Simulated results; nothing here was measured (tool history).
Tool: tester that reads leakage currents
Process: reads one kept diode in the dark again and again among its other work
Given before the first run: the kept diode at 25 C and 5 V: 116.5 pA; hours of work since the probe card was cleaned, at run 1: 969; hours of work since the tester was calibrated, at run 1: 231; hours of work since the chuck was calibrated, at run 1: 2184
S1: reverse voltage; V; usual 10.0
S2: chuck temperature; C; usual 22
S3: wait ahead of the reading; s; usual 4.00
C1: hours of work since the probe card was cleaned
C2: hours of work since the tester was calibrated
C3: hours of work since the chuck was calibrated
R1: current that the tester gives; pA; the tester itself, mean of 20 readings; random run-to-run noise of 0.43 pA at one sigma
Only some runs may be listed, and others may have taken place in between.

| run | day | S1 | S2 | S3 | C1 | C2 | C3 | R1 |
|---|---|---|---|---|---|---|---|---|
| 1 | 0.000 | 10.0 | 22 | 4.00 | 969 | 231 | 2184 | 141.31 |
| 2 | 3.804 | 10.0 | 22 | 4.00 | 1018 | 280 | 2233 | 141.58 |
| 3 | 9.558 | 10.0 | 22 | 1.79 | 1092 | 353 | 2306 | 142.18 |
|  | 10.267 | chuck's temperature calibrated |
| 4 | 15.979 | 10.0 | 22 | 4.00 | 1173 | 434 | 73 | 141.57 |
| 5 | 22.875 | 10.0 | 22 | 4.00 | 1261 | 522 | 161 | 141.47 |
| 6 | 28.375 | 10.0 | 22 | 4.00 | 1331 | 593 | 231 | 142.22 |
| 7 | 32.338 | 10.0 | 22 | 0.97 | 1382 | 643 | 282 | 144.57 |
| 8 | 36.733 | 10.0 | 22 | 0.97 | 1438 | 699 | 338 | 143.93 |
| 9 | 42.304 | 10.0 | 22 | 0.48 | 1509 | 771 | 410 | 147.63 |
| 10 | 46.517 | 10.0 | 20 | 4.00 | 1563 | 825 | 463 | 121.85 |
| 11 | 51.012 | 10.0 | 20 | 4.00 | 1620 | 882 | 521 | 121.29 |
| 12 | 58.329 | 10.0 | 20 | 4.00 | 1714 | 975 | 614 | 122.07 |
|  | 64.804 | probe card cleaned and baked |
| 13 | 66.725 | 10.0 | 20 | 4.00 | 25 | 1081 | 720 | 121.75 |
| 14 | 75.096 | 10.0 | 20 | 4.00 | 132 | 1188 | 827 | 121.54 |
| 15 | 81.717 | 2.0 | 22 | 4.00 | 216 | 1273 | 912 | 54.15 |
| 16 | 86.100 | 10.0 | 22 | 0.58 | 272 | 1329 | 968 | 146.61 |
| 17 | 89.817 | 10.0 | 22 | 4.00 | 320 | 1376 | 1015 | 141.06 |
| 18 | 96.300 | 10.0 | 22 | 4.00 | 403 | 1459 | 1098 | 141.85 |
| 19 | 100.862 | 10.0 | 22 | 4.00 | 461 | 1518 | 1156 | 141.46 |
| 20 | 107.083 | 3.6 | 23 | 0.37 | 540 | 1597 | 1236 | 86.30 |
| 21 | 112.950 | 2.2 | 60 | 3.28 | 615 | 1672 | 1311 | 734.58 |
| 22 | 119.383 | 1.0 | 29 | 0.93 | 698 | 1754 | 1393 | 60.60 |
| 23 | 126.058 | 1.0 | 29 | 0.81 | 783 | 1840 | 1478 | 60.57 |
| 24 | 134.300 | 16.6 | 21 | 2.03 | 888 | 1945 | 1584 | 179.92 |
| 25 | 138.104 | 16.6 | 21 | 2.03 | 937 | 1994 | 1632 | 178.67 |
| 26 | 143.008 | 16.6 | 21 | 2.03 | 1000 | 2056 | 1695 | 179.49 |
| 27 | 148.038 | 3.0 | 21 | 1.43 | 1064 | 2120 | 1759 | 64.26 |
| 28 | 152.000 | 3.0 | 21 | 1.43 | 1115 | 2171 | 1810 | 64.45 |
| 29 | 158.758 | 5.9 | 22 | 7.44 | 1201 | 2258 | 1896 | 102.64 |
| 30 | 165.108 | 5.1 | 34 | 6.93 | 1282 | 2339 | 1978 | 225.46 |
| 31 | 170.725 | 2.0 | 56 | 3.72 | 1354 | 2410 | 2049 | 546.38 |
| 32 | 178.671 | 2.0 | 56 | 3.72 | 1455 | 2512 | 2151 | 545.34 |
| 33 | 182.642 | 2.0 | 40 | 1.14 | 1506 | 2563 | 2202 | 195.38 |
| 34 | 188.738 | 10.0 | 36 | 4.00 | 1584 | 2641 | 2280 | 387.93 |
|  | 191.754 | chuck's temperature calibrated |
| 35 | 193.396 | 10.0 | 36 | 4.00 | 1643 | 2699 | 21 | 389.39 |
| 36 | 200.954 | 2.6 | 21 | 4.64 | 1739 | 2796 | 118 | 58.65 |
|  | 205.396 | probe card cleaned and baked |
| 37 | 206.329 | 9.6 | 22 | 4.00 | 12 | 2863 | 185 | 137.77 |
| 38 | 214.388 | 9.2 | 30 | 1.90 | 115 | 2966 | 288 | 243.47 |

Some steps in R1, run to run, broken into two amounts with sign: the step expected even without the hidden condition (settings, incoming material, random variation), and the rest, left for the hidden condition together with whatever gauge scatter is not in both the measured and the hidden-condition-free result:
What the log doesn't record here: stray current of the dirty probe card, pA a volt; current scale over the true one, %; true chuck temperature over the reading, C; drift of the gauge itself on leakage_pa, %.
Run 20 -> 21: S1 3.6 -> 2.2, S2 23 -> 60, S3 0.37 -> 3.28. R1 +648.28 pA: hidden state -0.43, all else +648.71.
Run 21 -> 22: S1 2.2 -> 1.0, S2 60 -> 29, S3 3.28 -> 0.93. R1 -673.98 pA: hidden state +0.43, all else -674.41.
Run 32 -> 33: S2 56 -> 40, S3 3.72 -> 1.14. R1 -349.96 pA: hidden state +0.35, all else -350.31.
Run 34 -> 35: chuck's temperature calibrated. R1 +1.46 pA: hidden state +0.66, all else +0.80.

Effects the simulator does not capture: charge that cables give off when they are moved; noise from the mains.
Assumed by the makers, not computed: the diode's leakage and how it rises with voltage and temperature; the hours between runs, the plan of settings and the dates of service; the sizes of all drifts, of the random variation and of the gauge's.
